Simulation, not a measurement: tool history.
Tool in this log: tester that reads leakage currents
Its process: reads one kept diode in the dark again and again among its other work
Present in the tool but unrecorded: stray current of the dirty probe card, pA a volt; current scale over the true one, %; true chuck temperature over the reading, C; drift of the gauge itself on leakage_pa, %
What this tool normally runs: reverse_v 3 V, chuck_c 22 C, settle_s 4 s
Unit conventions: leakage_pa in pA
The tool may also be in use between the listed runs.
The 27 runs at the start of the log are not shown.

run	hour	reverse_v	chuck_c	settle_s	hours of work since the probe card was cleaned	hours of work since the tester was calibrated	hours of work since the chuck was calibrated	leakage_pa
28	3322.3	1.82	22	4	960	246	129	6.4
29	3450	1.82	22	4	1030	316	199	6.66
30	3561.7	1.28	27	1.03	1091	378	260	7.91
31	3646.2	3	34	4	1138	424	307	22.92
32	3777.3	3	34	4	1210	496	379	23.26
# hour 3836.1: tester calibrated, once more
33	3889	3	34	4	1270	29	439	23.96
34	4033.2	1.8	23	0.45	1349	108	518	8.23
35	4209	1.59	27	2.95	1445	205	614	9.81
36	4386.7	1.59	27	2.95	1543	302	712	9.95
37	4479.8	1.59	27	2.95	1594	353	763	9.97
38	4612.5	3	54	1.48	1667	426	836	106.9
39	4731.4	3	54	1.48	1732	491	901	107.66

Run 40, settings as shown, results not yet in. Your forecast:
40	4823.5	6.15	27	0.4	1782	542	951	?

leakage_pa: 27.78 pA
Were there no unlogged condition in the tool, this run, its random variation unchanged, would have produced leakage_pa 19.44 pA.
